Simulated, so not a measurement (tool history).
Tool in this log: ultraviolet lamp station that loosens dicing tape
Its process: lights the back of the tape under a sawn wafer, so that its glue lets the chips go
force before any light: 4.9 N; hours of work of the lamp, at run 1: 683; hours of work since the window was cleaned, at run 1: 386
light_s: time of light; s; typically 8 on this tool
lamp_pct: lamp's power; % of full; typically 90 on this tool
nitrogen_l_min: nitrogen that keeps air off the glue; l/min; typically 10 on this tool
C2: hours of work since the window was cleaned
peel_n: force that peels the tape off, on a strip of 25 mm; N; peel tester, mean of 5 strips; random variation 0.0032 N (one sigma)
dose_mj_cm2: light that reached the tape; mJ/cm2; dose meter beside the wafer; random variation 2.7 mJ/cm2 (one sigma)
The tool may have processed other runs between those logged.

run 1 hour=0 | light_s=8 lamp_pct=90 nitrogen_l_min=10 | hours_of_work_of_the_lamp=683 C2=386 | peel_n=0.213 dose_mj_cm2=296
run 2 hour=77.2 | light_s=8 lamp_pct=90 nitrogen_l_min=11 | hours_of_work_of_the_lamp=715 C2=418 | peel_n=0.205 dose_mj_cm2=289
run 3 hour=113.9 | light_s=10 lamp_pct=90 nitrogen_l_min=11 | hours_of_work_of_the_lamp=731 C2=434 | peel_n=0.176 dose_mj_cm2=361
run 4 hour=149.4 | light_s=10 lamp_pct=90 nitrogen_l_min=11 | hours_of_work_of_the_lamp=746 C2=449 | peel_n=0.173 dose_mj_cm2=358
run 5 hour=187.8 | light_s=9 lamp_pct=90 nitrogen_l_min=10 | hours_of_work_of_the_lamp=762 C2=465 | peel_n=0.193 dose_mj_cm2=327
-- hour=194.3 window cleaned of glue's vapour
run 6 hour=237.5 | light_s=8 lamp_pct=90 nitrogen_l_min=10 | hours_of_work_of_the_lamp=782 C2=18 | peel_n=0.207 dose_mj_cm2=312
run 7 hour=292.9 | light_s=8 lamp_pct=68 nitrogen_l_min=10 | hours_of_work_of_the_lamp=806 C2=41 | peel_n=0.298 dose_mj_cm2=234
run 8 hour=368.6 | light_s=8 lamp_pct=68 nitrogen_l_min=10 | hours_of_work_of_the_lamp=837 C2=73 | peel_n=0.298 dose_mj_cm2=228
run 9 hour=407.5 | light_s=8 lamp_pct=76 nitrogen_l_min=10 | hours_of_work_of_the_lamp=854 C2=89 | peel_n=0.256 dose_mj_cm2=256
run 10 hour=464.8 | light_s=8 lamp_pct=71 nitrogen_l_min=10 | hours_of_work_of_the_lamp=878 C2=114 | peel_n=0.29 dose_mj_cm2=238
run 11 hour=509.5 | light_s=8 lamp_pct=71 nitrogen_l_min=10 | hours_of_work_of_the_lamp=897 C2=132 | peel_n=0.293 dose_mj_cm2=232

Branching from run 11: 5 alternative next runs. What would each branch give?
run A hour=545.9 | light_s=6 lamp_pct=95 nitrogen_l_min=19 | hours_of_work_of_the_lamp=912 C2=148 | peel_n=? dose_mj_cm2=?
run B hour=545.9 | light_s=15 lamp_pct=70 nitrogen_l_min=8 | hours_of_work_of_the_lamp=912 C2=148 | peel_n=? dose_mj_cm2=?
run C hour=545.9 | light_s=6 lamp_pct=71 nitrogen_l_min=10 | hours_of_work_of_the_lamp=912 C2=148 | peel_n=? dose_mj_cm2=?
run D hour=545.9 | light_s=8 lamp_pct=71 nitrogen_l_min=6 | hours_of_work_of_the_lamp=912 C2=148 | peel_n=? dose_mj_cm2=?
run E hour=545.9 | light_s=8 lamp_pct=71 nitrogen_l_min=9 | hours_of_work_of_the_lamp=912 C2=148 | peel_n=? dose_mj_cm2=?

run=A peel_n=0.218 dose_mj_cm2=233
run=B peel_n=0.166 dose_mj_cm2=433
run=C peel_n=0.492 dose_mj_cm2=176
run=D peel_n=0.412 dose_mj_cm2=239
run=E peel_n=0.311 dose_mj_cm2=231
Without the tool's hidden state the same runs would have given:
run=A peel_n=0.184 dose_mj_cm2=281
run=B peel_n=0.158 dose_mj_cm2=522
run=C peel_n=0.353 dose_mj_cm2=212
run=D peel_n=0.297 dose_mj_cm2=287
run=E peel_n=0.233 dose_mj_cm2=279
